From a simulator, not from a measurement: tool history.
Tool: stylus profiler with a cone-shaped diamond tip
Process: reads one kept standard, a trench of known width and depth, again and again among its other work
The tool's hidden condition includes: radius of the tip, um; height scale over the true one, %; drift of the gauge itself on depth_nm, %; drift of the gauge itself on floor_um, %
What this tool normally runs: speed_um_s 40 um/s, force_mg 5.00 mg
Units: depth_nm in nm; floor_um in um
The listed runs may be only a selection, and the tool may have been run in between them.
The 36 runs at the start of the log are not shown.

run	hour	speed_um_s	force_mg	scans with this tip	hours of work since the height scale was calibrated	depth_nm	floor_um
37	612.2	125	11.58	2855	517	520.34	47.24
38	624.4	125	11.58	2901	525	520.35	47.25
39	647.0	141	1.98	2984	540	506.32	47.00
40	670.6	17	2.39	3071	556	507.04	47.33
41	682.0	40	4.15	3114	564	510.33	47.24
42	697.6	40	1.94	3172	574	506.28	47.26
43	720.2	40	1.94	3255	589	506.53	47.20
44	742.4	104	4.50	3338	604	510.74	47.21
45	767.8	104	4.50	3432	621	510.62	47.20
46	789.3	104	4.50	3511	636	510.96	47.17
47	801.4	61	8.35	3556	644	516.39	47.24

Consider 4 possible next runs. They are alternatives, not a sequence: every one starts from the tool as it was left by run 47. What does each give?
A	812.8	40	2.11	3598	651	?	?
B	812.8	132	2.13	3598	651	?	?
C	812.8	27	5.72	3598	651	?	?
D	812.8	41	1.97	3598	651	?	?

run	depth_nm	floor_um
A	506.38	47.25
B	506.84	47.04
C	512.73	47.34
D	506.09	47.22
Without the tool's hidden state the same runs would have given:
run	depth_nm	floor_um
A	506.37	47.25
B	506.83	47.04
C	512.72	47.34
D	506.08	47.22
